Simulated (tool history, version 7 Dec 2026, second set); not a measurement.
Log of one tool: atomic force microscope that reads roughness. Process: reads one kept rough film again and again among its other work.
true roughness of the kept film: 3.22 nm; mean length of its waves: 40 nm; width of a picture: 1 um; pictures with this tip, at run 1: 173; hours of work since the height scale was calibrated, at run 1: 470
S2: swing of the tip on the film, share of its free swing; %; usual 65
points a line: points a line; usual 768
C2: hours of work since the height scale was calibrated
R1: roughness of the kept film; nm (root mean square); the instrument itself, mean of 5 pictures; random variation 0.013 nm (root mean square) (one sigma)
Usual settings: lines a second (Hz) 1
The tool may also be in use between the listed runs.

Run 1, hour 0: usual settings; pictures with this tip 173; C2 470. Result: R1 2.884 nm (root mean square).
Run 2, hour 14: usual settings; pictures with this tip 187; C2 479. Result: R1 2.905 nm (root mean square).
Run 3, hour 28.7: usual settings but lines a second (Hz) 0.8; pictures with this tip 201; C2 487. Result: R1 2.915 nm (root mean square).
Run 4, hour 39.2: usual settings but lines a second (Hz) 0.62; pictures with this tip 211; C2 494. Result: R1 2.898 nm (root mean square).
Run 5, hour 56.6: usual settings but lines a second (Hz) 1.65; pictures with this tip 227; C2 504. Result: R1 2.813 nm (root mean square).
Run 6, hour 71: usual settings; pictures with this tip 241; C2 512. Result: R1 2.868 nm (root mean square).
Run 7, hour 94.3: usual settings; pictures with this tip 263; C2 526. Result: R1 2.849 nm (root mean square).
Run 8, hour 108.4: usual settings; pictures with this tip 276; C2 534. Result: R1 2.851 nm (root mean square).
Run 9, hour 126.8: usual settings but S2 75 %; pictures with this tip 294; C2 545. Result: R1 2.758 nm (root mean square).
Run 10, hour 138.8: usual settings but points a line 447; pictures with this tip 305; C2 552. Result: R1 2.815 nm (root mean square).
At hour 145.9: new tip fitted.
Run 11, hour 151.3: usual settings but S2 77 %; pictures with this tip 6; C2 559. Result: R1 2.874 nm (root mean square).
Run 12, hour 163: usual settings; pictures with this tip 17; C2 566. Result: R1 2.953 nm (root mean square).
Run 13, hour 175.6: usual settings; pictures with this tip 29; C2 574. Result: R1 2.977 nm (root mean square).
Run 14, hour 193.7: usual settings; pictures with this tip 46; C2 584. Result: R1 2.937 nm (root mean square).
Run 15, hour 204: usual settings; pictures with this tip 56; C2 590. Result: R1 2.948 nm (root mean square).
Run 16, hour 225.6: usual settings; pictures with this tip 76; C2 603. Result: R1 2.939 nm (root mean square).
Run 17, hour 238.2: usual settings; pictures with this tip 88; C2 611. Result: R1 2.929 nm (root mean square).
Run 18, hour 258.3: usual settings but S2 58 %; pictures with this tip 107; C2 623. Result: R1 2.949 nm (root mean square).
Run 19, hour 270.5: usual settings but S2 58 %; pictures with this tip 119; C2 630. Result: R1 2.944 nm (root mean square).
Run 20, hour 282: usual settings but S2 58 %; pictures with this tip 130; C2 636. Result: R1 2.949 nm (root mean square).
At hour 284.1: height scale calibrated on a step standard.
Run 21, hour 302: usual settings but lines a second (Hz) 1.7, S2 58 %; pictures with this tip 148; C2 11. Result: R1 2.862 nm (root mean square).
Run 22, hour 317.9: usual settings but lines a second (Hz) 1.7, S2 58 %; pictures with this tip 163; C2 20. Result: R1 2.853 nm (root mean square).
Run 23, hour 336.3: usual settings but lines a second (Hz) 3.72, S2 56 %, points a line 371; pictures with this tip 180; C2 31. Result: R1 2.776 nm (root mean square).
Run 24, hour 354.3: usual settings but lines a second (Hz) 3.72, S2 85 %, points a line 625; pictures with this tip 197; C2 41. Result: R1 2.211 nm (root mean square).
At hour 373.6: height scale calibrated on a step standard, once more.
Run 25, hour 379: usual settings but lines a second (Hz) 1.29, S2 66 %, points a line 1008; pictures with this tip 220; C2 3. Result: R1 2.867 nm (root mean square).
Run 26, hour 401.2: usual settings but lines a second (Hz) 1.29, S2 70 %, points a line 494; pictures with this tip 241; C2 16. Result: R1 2.848 nm (root mean square).
Run 27, hour 417.4: usual settings but lines a second (Hz) 1.29, S2 70 %, points a line 494; pictures with this tip 256; C2 26. Result: R1 2.776 nm (root mean square).
Run 28, hour 438.8: usual settings but lines a second (Hz) 3.43, points a line 428; pictures with this tip 276; C2 38. Result: R1 2.671 nm (root mean square).
Run 29, hour 459.6: usual settings but lines a second (Hz) 3.43, points a line 428; pictures with this tip 296; C2 51. Result: R1 2.661 nm (root mean square).
At hour 474.4: new tip fitted.
Run 30, hour 474.6: usual settings but lines a second (Hz) 2.1, points a line 992; pictures with this tip 0; C2 59. Result: R1 2.919 nm (root mean square).
Run 31, hour 488.1: usual settings but S2 74 %, points a line 403; pictures with this tip 13; C2 67. Result: R1 2.934 nm (root mean square).
Run 32, hour 510.8: usual settings but lines a second (Hz) 3.7, S2 75 %, points a line 767; pictures with this tip 34; C2 81. Result: R1 2.556 nm (root mean square).
Run 33, hour 523.9: usual settings but lines a second (Hz) 2.22, S2 60 %, points a line 550; pictures with this tip 47; C2 88. Result: R1 2.944 nm (root mean square).
Run 34, hour 537.2: usual settings but lines a second (Hz) 0.77, S2 81 %, points a line 550; pictures with this tip 59; C2 96. Result: R1 2.905 nm (root mean square).
Run 35, hour 560.3: usual settings but lines a second (Hz) 1.14, S2 69 %, points a line 617; pictures with this tip 81; C2 110. Result: R1 2.928 nm (root mean square).
Run 36, hour 573.1: usual settings but lines a second (Hz) 1.14, S2 69 %, points a line 617; pictures with this tip 94; C2 117. Result: R1 2.907 nm (root mean square).
Run 37, hour 585.9: usual settings but lines a second (Hz) 3.53, S2 89 %, points a line 445; pictures with this tip 106; C2 125. Result: R1 2.187 nm (root mean square).
Run 38, hour 598.8: usual settings but lines a second (Hz) 3.53, S2 89 %, points a line 445; pictures with this tip 118; C2 133. Result: R1 2.189 nm (root mean square).
Run 39, hour 623.2: usual settings but lines a second (Hz) 0.87, S2 88 %; pictures with this tip 141; C2 147. Result: R1 2.782 nm (root mean square).
Run 40, hour 645.7: usual settings but lines a second (Hz) 2.14, S2 70 %, points a line 632; pictures with this tip 162; C2 160. Result: R1 2.755 nm (root mean square).
Run 41, hour 662.6: usual settings but S2 56 %, points a line 628; pictures with this tip 179; C2 170. Result: R1 2.945 nm (root mean square).

The same runs without the tool's hidden state, with the same run-to-run variation:
The hidden state here: radius of the tip, nm; height scale over the true one, %; drift of the gauge itself on roughness_nm, %.
run     R1
  1  2.991
  2  3.019
  3  3.036
  4  3.024
  5  2.943
  6  3.007
  7  2.998
  8  3.006
  9  2.917
 10  2.982
 11  2.908
 12  2.993
 13  3.023
 14  2.992
 15  3.007
 16  3.008
 17  3.003
 18  3.033
 19  3.035
 20  3.044
 21  2.974
 22  2.971
 23    2.9
 24  2.315
 25  2.974
 26  2.963
 27  2.897
 28  2.795
 29  2.794
 30  2.925
 31  2.946
 32  2.575
 33  2.972
 34  2.938
 35  2.972
 36  2.957
 37  2.229
 38  2.235
 39  2.851
 40  2.833
 41  3.037

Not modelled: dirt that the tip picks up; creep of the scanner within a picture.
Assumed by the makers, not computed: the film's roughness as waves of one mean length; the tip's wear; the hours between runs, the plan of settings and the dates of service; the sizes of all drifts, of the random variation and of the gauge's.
